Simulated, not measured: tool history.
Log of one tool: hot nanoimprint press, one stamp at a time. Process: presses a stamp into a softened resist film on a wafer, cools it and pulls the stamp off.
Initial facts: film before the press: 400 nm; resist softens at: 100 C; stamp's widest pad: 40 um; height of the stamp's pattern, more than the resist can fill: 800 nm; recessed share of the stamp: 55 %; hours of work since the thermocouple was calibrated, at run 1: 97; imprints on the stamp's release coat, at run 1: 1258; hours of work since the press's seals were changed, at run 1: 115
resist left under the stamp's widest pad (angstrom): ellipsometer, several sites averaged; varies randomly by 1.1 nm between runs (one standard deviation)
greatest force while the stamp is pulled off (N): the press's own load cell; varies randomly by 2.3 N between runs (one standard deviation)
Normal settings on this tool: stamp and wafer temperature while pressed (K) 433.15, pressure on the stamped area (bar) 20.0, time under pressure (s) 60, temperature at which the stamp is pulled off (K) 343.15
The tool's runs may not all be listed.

run,hour,stamp and wafer temperature while pressed (K),pressure on the stamped area (bar),time under pressure (s),temperature at which the stamp is pulled off (K),hours of work since the thermocouple was calibrated,imprints on the stamp's release coat,hours of work since the press's seals were changed,resist left under the stamp's widest pad (angstrom),greatest force while the stamp is pulled off (N)
1,0.0,433.15,20.0,60,343.15,97,1258,115,1876,163
2,6.9,433.15,20.0,60,343.15,100,1274,119,1913,169
3,14.7,433.15,20.0,60,343.15,104,1293,123,1879,168
4,23.3,433.15,20.0,60,343.15,109,1314,127,1894,170
5,28.8,430.15,20.0,60,343.15,111,1327,130,2219,166
6,39.9,427.15,17.9,70,336.15,117,1354,135,2548,186
7,51.2,427.15,17.9,70,336.15,123,1381,141,2547,190
8,61.4,433.15,14.4,60,338.15,128,1406,146,2165,184
9,72.8,433.15,14.4,60,350.15,134,1434,152,2180,157
10,80.6,425.15,29.8,70,344.15,138,1452,156,2336,172

Here are 4 independent what-if runs from the current tool condition. What would each one return?
A,92.8,445.15,29.8,79,344.15,144,1482,162,?,?
B,92.8,432.15,18.9,60,343.15,144,1482,162,?,?
C,92.8,440.15,20.0,60,343.15,144,1482,162,?,?
D,92.8,443.15,20.0,103,343.15,144,1482,162,?,?

run,resist left under the stamp's widest pad (angstrom),greatest force while the stamp is pulled off (N)
A,722,166
B,2027,170
C,1287,168
D,876,171
With no hidden state in the tool, these same runs would have given:
run,resist left under the stamp's widest pad (angstrom),greatest force while the stamp is pulled off (N)
A,739,139
B,2084,143
C,1322,141
D,900,144
